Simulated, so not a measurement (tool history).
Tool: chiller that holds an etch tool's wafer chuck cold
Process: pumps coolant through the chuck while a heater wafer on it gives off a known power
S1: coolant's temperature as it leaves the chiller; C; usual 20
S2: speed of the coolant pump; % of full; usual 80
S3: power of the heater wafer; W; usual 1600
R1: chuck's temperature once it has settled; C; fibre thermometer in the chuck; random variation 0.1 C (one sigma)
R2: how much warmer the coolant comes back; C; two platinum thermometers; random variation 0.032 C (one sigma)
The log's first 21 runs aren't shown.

run	hour	S1	S2	S3	R1	R2
22	699.2	20	66	859	30.2	2.00
23	738.0	20	66	1439	36.9	3.49
# hour 746.0: gauge calibrated
24	765.0	20	66	1439	36.9	3.77
25	792.9	20	66	1439	36.9	3.82
26	839.3	20	66	1439	36.9	3.77
27	872.6	20	95	1600	35.3	2.78
28	895.8	11	69	925	21.6	2.27
29	920.7	12	88	913	21.2	1.73
30	949.9	12	88	913	21.4	1.69
31	972.5	26	62	1262	41.2	3.44
# hour 982.8: coolant changed, channels flushed
32	1006.1	20	80	1396	34.9	2.91

4 ways to go on from here, each from the tool as it stands after run 32. What would each give?
A	1027.5	18	76	1600	?	?
B	1027.5	26	85	1871	?	?
C	1027.5	11	80	1600	?	?
D	1027.5	14	96	1295	?	?

run	R1	R2
A	35.4	3.59
B	45.2	3.63
C	27.9	3.35
D	26.6	2.18
Without the tool's hidden state the same runs would have given:
run	R1	R2
A	35.4	3.70
B	45.2	3.73
C	27.9	3.46
D	26.6	2.29
